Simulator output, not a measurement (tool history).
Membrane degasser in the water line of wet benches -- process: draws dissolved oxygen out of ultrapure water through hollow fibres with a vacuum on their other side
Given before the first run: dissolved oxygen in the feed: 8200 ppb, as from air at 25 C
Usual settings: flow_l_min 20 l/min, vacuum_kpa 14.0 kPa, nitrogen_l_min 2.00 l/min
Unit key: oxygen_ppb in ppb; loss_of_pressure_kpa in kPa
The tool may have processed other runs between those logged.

run	hour	flow_l_min	vacuum_kpa	nitrogen_l_min	oxygen_ppb	loss_of_pressure_kpa
1	0.0	20	14.0	2.00	289.1	62.32
2	42.3	20	14.0	2.00	293.8	62.48
3	95.6	20	14.0	2.00	290.3	62.85
4	133.6	20	14.0	2.00	288.2	62.70
5	195.0	20	14.0	2.00	293.9	62.35
6	277.8	20	14.0	2.00	291.7	62.09
7	351.8	20	14.0	2.00	290.6	62.34
8	429.1	20	14.0	2.00	289.0	63.06
9	505.8	20	8.8	2.00	169.8	62.49
10	571.7	20	22.2	2.07	451.5	63.00
11	617.8	24	13.6	2.02	325.0	75.45
12	689.3	15	22.3	4.36	182.2	46.59

Put back what was entered between runs (1 entry, withheld): which listed runs does each sit between, and how does the hidden state differ from the listed run before to the listed run after?
In the gap between runs 7 and 8: vacuum gauge calibrated (hour 422.1)
  membrane still open, %: 98.6 -> 98.5; true pressure behind the membrane over the reading, kPa: 0.27 -> 0.01; air that leaks in behind the membrane, l/min: 0.0145 -> 0.0147
  measured value less the no-hidden-state value, oxygen_ppb: +12.2 -> +6.7 ppb; loss_of_pressure_kpa: +0.90 -> +0.92 kPa
